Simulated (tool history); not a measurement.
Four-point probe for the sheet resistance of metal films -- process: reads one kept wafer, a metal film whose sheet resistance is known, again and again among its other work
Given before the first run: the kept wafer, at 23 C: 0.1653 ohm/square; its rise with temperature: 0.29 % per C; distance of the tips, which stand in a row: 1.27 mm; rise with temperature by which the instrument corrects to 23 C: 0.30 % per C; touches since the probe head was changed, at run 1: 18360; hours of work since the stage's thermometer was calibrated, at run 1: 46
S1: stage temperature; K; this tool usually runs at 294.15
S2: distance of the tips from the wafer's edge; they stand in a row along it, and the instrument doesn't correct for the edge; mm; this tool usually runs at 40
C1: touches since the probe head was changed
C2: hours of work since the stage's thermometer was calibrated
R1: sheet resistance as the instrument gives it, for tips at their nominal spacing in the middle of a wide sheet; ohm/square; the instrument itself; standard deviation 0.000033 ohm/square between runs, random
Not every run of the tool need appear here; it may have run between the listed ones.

run 1 day=0.000 | S1=294.15 S2=40 | C1=18360 C2=46 | R1=0.165433
run 2 day=0.925 | S1=294.15 S2=40 | C1=19444 C2=62 | R1=0.165463
run 3 day=2.138 | S1=294.15 S2=40 | C1=20864 C2=84 | R1=0.165504
run 4 day=3.162 | S1=294.15 S2=40 | C1=22065 C2=102 | R1=0.165478
run 5 day=3.842 | S1=294.15 S2=40 | C1=22858 C2=114 | R1=0.165439
run 6 day=4.438 | S1=294.15 S2=40 | C1=23556 C2=124 | R1=0.165495
run 7 day=5.396 | S1=294.15 S2=40 | C1=24681 C2=141 | R1=0.165523
run 8 day=5.967 | S1=294.15 S2=40 | C1=25350 C2=151 | R1=0.165502
run 9 day=6.725 | S1=294.15 S2=40 | C1=26239 C2=165 | R1=0.165521
run 10 day=7.283 | S1=294.15 S2=40 | C1=26890 C2=174 | R1=0.165498
run 11 day=8.038 | S1=294.15 S2=40 | C1=27774 C2=188 | R1=0.165539
run 12 day=8.883 | S1=294.15 S2=55 | C1=28763 C2=203 | R1=0.165522
run 13 day=10.200 | S1=294.15 S2=55 | C1=30307 C2=226 | R1=0.165497
run 14 day=10.775 | S1=294.15 S2=40 | C1=30979 C2=236 | R1=0.165549
run 15 day=11.783 | S1=294.15 S2=12 | C1=32160 C2=254 | R1=0.166510
run 16 day=13.104 | S1=294.15 S2=12 | C1=33709 C2=277 | R1=0.166497
run 17 day=14.158 | S1=298.15 S2=40 | C1=34942 C2=296 | R1=0.165484
run 18 day=15.033 | S1=298.15 S2=40 | C1=35969 C2=311 | R1=0.165572
run 19 day=16.283 | S1=298.15 S2=40 | C1=37434 C2=333 | R1=0.165509
run 20 day=17.246 | S1=301.15 S2=40 | C1=38559 C2=350 | R1=0.165466
run 21 day=18.279 | S1=301.15 S2=40 | C1=39768 C2=368 | R1=0.165451
run 22 day=19.146 | S1=301.15 S2=40 | C1=40784 C2=384 | R1=0.165531
run 23 day=19.971 | S1=307.15 S2=5 | C1=41750 C2=398 | R1=0.170799
run 24 day=20.750 | S1=307.15 S2=5 | C1=42664 C2=412 | R1=0.170834
run 25 day=21.979 | S1=299.15 S2=42 | C1=44102 C2=434 | R1=0.165592
run 26 day=23.067 | S1=296.15 S2=7 | C1=45377 C2=453 | R1=0.168488
run 27 day=24.038 | S1=296.15 S2=7 | C1=46515 C2=470 | R1=0.168429
run 28 day=24.804 | S1=299.15 S2=6 | C1=47411 C2=484 | R1=0.169399
run 29 day=25.429 | S1=295.15 S2=17 | C1=48145 C2=495 | R1=0.166106
run 30 day=26.308 | S1=301.15 S2=20 | C1=49171 C2=510 | R1=0.165851
run 31 day=27.183 | S1=294.15 S2=6 | C1=50199 C2=526 | R1=0.169613
run 32 day=28.033 | S1=294.15 S2=6 | C1=51196 C2=541 | R1=0.169541
run 33 day=28.804 | S1=307.15 S2=9 | C1=52096 C2=554 | R1=0.167152
run 34 day=29.629 | S1=302.15 S2=60 | C1=53062 C2=569 | R1=0.165502
run 35 day=30.275 | S1=297.15 S2=4 | C1=53822 C2=580 | R1=0.174130
run 36 day=31.171 | S1=294.15 S2=40 | C1=54868 C2=596 | R1=0.165939
run 37 day=31.738 | S1=302.15 S2=31 | C1=55532 C2=606 | R1=0.165627
run 38 day=32.700 | S1=302.15 S2=7 | C1=56658 C2=623 | R1=0.168429

The same runs without the tool's hidden state, with the same run-to-run variation:
Hidden state present: inner tips' distance over the nominal, %; tips' flats over new ones', %; wafer's true temperature over the reading, C; drift of the gauge itself on sheet_ohm, %.
run=1 R1=0.165446
run=2 R1=0.165465
run=3 R1=0.165491
run=4 R1=0.165452
run=5 R1=0.165404
run=6 R1=0.165451
run=7 R1=0.165466
run=8 R1=0.165437
run=9 R1=0.165447
run=10 R1=0.165416
run=11 R1=0.165448
run=12 R1=0.165420
run=13 R1=0.165379
run=14 R1=0.165424
run=15 R1=0.166373
run=16 R1=0.166342
run=17 R1=0.165317
run=18 R1=0.165392
run=19 R1=0.165313
run=20 R1=0.165259
run=21 R1=0.165232
run=22 R1=0.165301
run=23 R1=0.170552
run=24 R1=0.170577
run=25 R1=0.165324
run=26 R1=0.168202
run=27 R1=0.168130
run=28 R1=0.169091
run=29 R1=0.165794
run=30 R1=0.165530
run=31 R1=0.169272
run=32 R1=0.169189
run=33 R1=0.166797
run=34 R1=0.165140
run=35 R1=0.173740
run=36 R1=0.165554
run=37 R1=0.165237
run=38 R1=0.168021
